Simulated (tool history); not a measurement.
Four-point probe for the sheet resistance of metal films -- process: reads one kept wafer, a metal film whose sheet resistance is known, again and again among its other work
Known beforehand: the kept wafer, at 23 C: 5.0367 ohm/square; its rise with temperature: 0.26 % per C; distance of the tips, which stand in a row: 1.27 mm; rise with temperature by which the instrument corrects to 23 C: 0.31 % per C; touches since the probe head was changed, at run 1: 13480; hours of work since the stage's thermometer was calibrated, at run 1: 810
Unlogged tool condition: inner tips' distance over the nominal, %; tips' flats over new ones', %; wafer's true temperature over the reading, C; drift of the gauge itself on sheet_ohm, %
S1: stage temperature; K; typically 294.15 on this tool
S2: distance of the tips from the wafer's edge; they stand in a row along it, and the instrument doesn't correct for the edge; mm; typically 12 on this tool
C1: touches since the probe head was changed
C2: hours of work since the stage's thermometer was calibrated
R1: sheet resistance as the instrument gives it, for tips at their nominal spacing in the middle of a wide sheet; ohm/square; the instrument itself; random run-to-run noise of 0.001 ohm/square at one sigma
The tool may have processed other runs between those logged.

Run 1, hour 0.0: usual settings; C1 13480; C2 810. Result: R1 5.073839 ohm/square.
Run 2, hour 14.6: usual settings; C1 13683; C2 817. Result: R1 5.072674 ohm/square.
Run 3, hour 28.2: usual settings but S2 17 mm; C1 13870; C2 823. Result: R1 5.056390 ohm/square.
Run 4, hour 49.0: usual settings but S2 17 mm; C1 14158; C2 832. Result: R1 5.056347 ohm/square.
Run 5, hour 63.1: usual settings but S2 17 mm; C1 14352; C2 838. Result: R1 5.057994 ohm/square.
Run 6, hour 75.2: usual settings but S2 4 mm; C1 14520; C2 843. Result: R1 5.302269 ohm/square.
Run 7, hour 94.6: usual settings; C1 14788; C2 851. Result: R1 5.070935 ohm/square.
Run 8, hour 105.0: usual settings; C1 14931; C2 856. Result: R1 5.072597 ohm/square.
Run 9, hour 127.1: usual settings; C1 15237; C2 865. Result: R1 5.073113 ohm/square.
Run 10, hour 151.8: usual settings; C1 15578; C2 876. Result: R1 5.071926 ohm/square.
Run 11, hour 167.5: usual settings but S1 293.15 K; C1 15795; C2 883. Result: R1 5.075446 ohm/square.
Run 12, hour 181.7: usual settings but S1 293.15 K; C1 15990; C2 889. Result: R1 5.075364 ohm/square.
Run 13, hour 199.8: usual settings but S1 293.15 K; C1 16242; C2 897. Result: R1 5.075023 ohm/square.
Run 14, hour 211.7: usual settings but S1 293.15 K; C1 16405; C2 902. Result: R1 5.076231 ohm/square.
Run 15, hour 223.5: usual settings but S1 293.15 K; C1 16568; C2 907. Result: R1 5.075150 ohm/square.
Run 16, hour 237.2: usual settings but S1 298.15 K, S2 25 mm; C1 16757; C2 913. Result: R1 5.037005 ohm/square.
Run 17, hour 251.5: usual settings but S1 298.15 K, S2 25 mm; C1 16956; C2 919. Result: R1 5.037389 ohm/square.
Run 18, hour 262.3: usual settings but S1 298.15 K, S2 25 mm; C1 17104; C2 924. Result: R1 5.039015 ohm/square.
Run 19, hour 274.1: usual settings but S1 298.15 K, S2 7 mm; C1 17268; C2 929. Result: R1 5.119945 ohm/square.
Run 20, hour 297.0: usual settings but S2 6 mm; C1 17584; C2 939. Result: R1 5.163680 ohm/square.
Run 21, hour 316.3: usual settings but S2 71 mm; C1 17851; C2 947. Result: R1 5.043718 ohm/square.
Run 22, hour 336.9: usual settings but S1 305.15 K, S2 64 mm; C1 18136; C2 956. Result: R1 5.014312 ohm/square.
Run 23, hour 355.8: usual settings but S1 305.15 K, S2 64 mm; C1 18396; C2 964. Result: R1 5.014085 ohm/square.
Run 24, hour 367.5: usual settings but S1 305.15 K, S2 64 mm; C1 18558; C2 969. Result: R1 5.014513 ohm/square.
Run 25, hour 390.8: usual settings but S1 306.15 K, S2 33 mm; C1 18880; C2 979. Result: R1 5.014047 ohm/square.
Run 26, hour 409.4: usual settings but S1 306.15 K, S2 33 mm; C1 19137; C2 987. Result: R1 5.014699 ohm/square.
Run 27, hour 420.1: usual settings but S1 295.15 K, S2 26 mm; C1 19284; C2 992. Result: R1 5.045212 ohm/square.
Run 28, hour 442.8: usual settings but S1 295.15 K, S2 26 mm; C1 19598; C2 1002. Result: R1 5.045097 ohm/square.
Run 29, hour 466.7: usual settings but S1 307.15 K, S2 45 mm; C1 19929; C2 1012. Result: R1 5.010053 ohm/square.

4 options for the next run, each taken on its own from the tool as it stands now. Forecast them:
Run A, hour 479.7: usual settings but S1 307.15 K, S2 5 mm; C1 20108; C2 1017. Result: R1 ?.
Run B, hour 479.7: usual settings but S1 304.15 K, S2 3 mm; C1 20108; C2 1017. Result: R1 ?.
Run C, hour 479.7: usual settings but S1 306.15 K; C1 20108; C2 1017. Result: R1 ?.
Run D, hour 479.7: usual settings but S1 307.15 K, S2 45 mm; C1 20108; C2 1017. Result: R1 ?.

run        R1
  A  5.175299
  B  5.453511
  C  5.040799
  D  5.010901
Stripped of hidden state, with their random variation kept, the same runs would have yielded:
run        R1
  A  5.175329
  B  5.453543
  C  5.040829
  D  5.010931
